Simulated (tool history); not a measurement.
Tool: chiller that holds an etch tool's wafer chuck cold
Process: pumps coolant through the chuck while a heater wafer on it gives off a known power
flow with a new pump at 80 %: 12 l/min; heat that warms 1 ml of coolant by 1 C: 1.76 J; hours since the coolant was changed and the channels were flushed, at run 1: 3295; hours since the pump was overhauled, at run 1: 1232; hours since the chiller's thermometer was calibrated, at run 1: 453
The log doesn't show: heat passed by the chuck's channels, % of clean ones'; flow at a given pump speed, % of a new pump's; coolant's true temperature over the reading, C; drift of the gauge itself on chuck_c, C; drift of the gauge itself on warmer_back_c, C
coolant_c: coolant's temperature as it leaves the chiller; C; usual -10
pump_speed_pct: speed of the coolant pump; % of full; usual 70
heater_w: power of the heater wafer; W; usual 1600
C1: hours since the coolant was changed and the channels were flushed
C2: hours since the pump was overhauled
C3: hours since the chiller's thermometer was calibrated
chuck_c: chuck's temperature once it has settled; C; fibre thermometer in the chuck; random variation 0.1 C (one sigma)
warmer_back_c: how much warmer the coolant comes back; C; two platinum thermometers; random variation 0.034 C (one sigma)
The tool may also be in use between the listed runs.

{"run": 1, "day": 0.0, "coolant_c": -10, "pump_speed_pct": 70, "heater_w": 1600, "C1": 3295, "C2": 1232, "C3": 453, "chuck_c": 8.9, "warmer_back_c": 5.34}
{"run": 2, "day": 4.704, "coolant_c": -10, "pump_speed_pct": 70, "heater_w": 1600, "C1": 3408, "C2": 1345, "C3": 566, "chuck_c": 9.0, "warmer_back_c": 5.26}
{"run": 3, "day": 8.788, "coolant_c": -10, "pump_speed_pct": 70, "heater_w": 1446, "C1": 3505, "C2": 1442, "C3": 664, "chuck_c": 7.4, "warmer_back_c": 4.73}
{"run": 4, "day": 12.783, "coolant_c": -10, "pump_speed_pct": 70, "heater_w": 1600, "C1": 3601, "C2": 1538, "C3": 760, "chuck_c": 9.2, "warmer_back_c": 5.29}
{"run": 5, "day": 16.696, "coolant_c": -10, "pump_speed_pct": 70, "heater_w": 1600, "C1": 3695, "C2": 1632, "C3": 854, "chuck_c": 9.2, "warmer_back_c": 5.37}
{"run": 6, "day": 19.217, "coolant_c": -10, "pump_speed_pct": 70, "heater_w": 1600, "C1": 3756, "C2": 1693, "C3": 915, "chuck_c": 9.5, "warmer_back_c": 5.34}
{"run": 7, "day": 21.383, "coolant_c": -10, "pump_speed_pct": 70, "heater_w": 1600, "C1": 3808, "C2": 1745, "C3": 967, "chuck_c": 9.2, "warmer_back_c": 5.28}
{"run": 8, "day": 25.825, "coolant_c": -10, "pump_speed_pct": 70, "heater_w": 1850, "C1": 3914, "C2": 1851, "C3": 1073, "chuck_c": 12.3, "warmer_back_c": 6.1}
{"run": 9, "day": 28.312, "coolant_c": -10, "pump_speed_pct": 70, "heater_w": 1850, "C1": 3974, "C2": 1911, "C3": 1133, "chuck_c": 12.6, "warmer_back_c": 6.18}
{"run": 10, "day": 31.446, "coolant_c": -10, "pump_speed_pct": 70, "heater_w": 1600, "C1": 4049, "C2": 1986, "C3": 1208, "chuck_c": 9.4, "warmer_back_c": 5.35}
{"run": 11, "day": 33.846, "coolant_c": -10, "pump_speed_pct": 70, "heater_w": 1600, "C1": 4107, "C2": 2044, "C3": 1266, "chuck_c": 9.6, "warmer_back_c": 5.34}
{"run": 12, "day": 36.529, "coolant_c": -10, "pump_speed_pct": 99, "heater_w": 1600, "C1": 4171, "C2": 2108, "C3": 1330, "chuck_c": 6.0, "warmer_back_c": 3.7}
{"run": 13, "day": 39.096, "coolant_c": -19, "pump_speed_pct": 86, "heater_w": 1976, "C1": 4233, "C2": 2170, "C3": 1392, "chuck_c": 2.4, "warmer_back_c": 5.25}
{"run": 14, "day": 43.588, "coolant_c": -4, "pump_speed_pct": 62, "heater_w": 2087, "C1": 4341, "C2": 2278, "C3": 1499, "chuck_c": 23.5, "warmer_back_c": 7.94}
{"run": 15, "day": 47.104, "coolant_c": -18, "pump_speed_pct": 78, "heater_w": 839, "C1": 4425, "C2": 2362, "C3": 1584, "chuck_c": -8.4, "warmer_back_c": 2.48}
{"run": 16, "day": 50.292, "coolant_c": -2, "pump_speed_pct": 63, "heater_w": 1537, "C1": 4502, "C2": 2439, "C3": 1660, "chuck_c": 18.3, "warmer_back_c": 5.77}
{"run": 17, "day": 54.921, "coolant_c": -2, "pump_speed_pct": 74, "heater_w": 1909, "C1": 4613, "C2": 2550, "C3": 1771, "chuck_c": 20.9, "warmer_back_c": 6.05}
{"run": 18, "day": 58.454, "coolant_c": -2, "pump_speed_pct": 66, "heater_w": 1419, "C1": 4698, "C2": 2634, "C3": 1856, "chuck_c": 16.2, "warmer_back_c": 5.09}
{"run": 19, "day": 62.858, "coolant_c": -1, "pump_speed_pct": 63, "heater_w": 1822, "C1": 4803, "C2": 2740, "C3": 1962, "chuck_c": 23.3, "warmer_back_c": 6.85}
{"run": 20, "day": 65.608, "coolant_c": -13, "pump_speed_pct": 63, "heater_w": 1858, "C1": 4869, "C2": 2806, "C3": 2028, "chuck_c": 11.8, "warmer_back_c": 7.0}
{"run": 21, "day": 70.454, "coolant_c": -13, "pump_speed_pct": 63, "heater_w": 1858, "C1": 4986, "C2": 2923, "C3": 2144, "chuck_c": 11.8, "warmer_back_c": 7.02}
{"run": 22, "day": 73.921, "coolant_c": -12, "pump_speed_pct": 69, "heater_w": 1600, "C1": 5069, "C2": 3006, "C3": 2227, "chuck_c": 8.3, "warmer_back_c": 5.47}
{"run": 23, "day": 76.275, "coolant_c": -18, "pump_speed_pct": 71, "heater_w": 820, "C1": 5125, "C2": 3062, "C3": 2284, "chuck_c": -8.1, "warmer_back_c": 2.65}
{"run": 24, "day": 78.379, "coolant_c": -16, "pump_speed_pct": 91, "heater_w": 975, "C1": 5176, "C2": 3113, "C3": 2334, "chuck_c": -5.6, "warmer_back_c": 2.54}

4 ways to go on from here, each from the tool as it stands after run 24. What would each give?
{"run": "A", "day": 82.179, "coolant_c": -10, "pump_speed_pct": 98, "heater_w": 1600, "C1": 5267, "C2": 3204, "C3": 2426, "chuck_c": "?", "warmer_back_c": "?"}
{"run": "B", "day": 82.179, "coolant_c": -18, "pump_speed_pct": 78, "heater_w": 1600, "C1": 5267, "C2": 3204, "C3": 2426, "chuck_c": "?", "warmer_back_c": "?"}
{"run": "C", "day": 82.179, "coolant_c": -17, "pump_speed_pct": 79, "heater_w": 1600, "C1": 5267, "C2": 3204, "C3": 2426, "chuck_c": "?", "warmer_back_c": "?"}
{"run": "D", "day": 82.179, "coolant_c": -11, "pump_speed_pct": 75, "heater_w": 2118, "C1": 5267, "C2": 3204, "C3": 2426, "chuck_c": "?", "warmer_back_c": "?"}

run=A chuck_c=6.4 warmer_back_c=3.75
run=B chuck_c=0.9 warmer_back_c=4.80
run=C chuck_c=1.8 warmer_back_c=4.68
run=D chuck_c=14.7 warmer_back_c=6.64
Without the tool's hidden state the same runs would have given:
run=A chuck_c=4.1 warmer_back_c=3.63
run=B chuck_c=-1.7 warmer_back_c=4.65
run=C chuck_c=-0.9 warmer_back_c=4.54
run=D chuck_c=11.0 warmer_back_c=6.44

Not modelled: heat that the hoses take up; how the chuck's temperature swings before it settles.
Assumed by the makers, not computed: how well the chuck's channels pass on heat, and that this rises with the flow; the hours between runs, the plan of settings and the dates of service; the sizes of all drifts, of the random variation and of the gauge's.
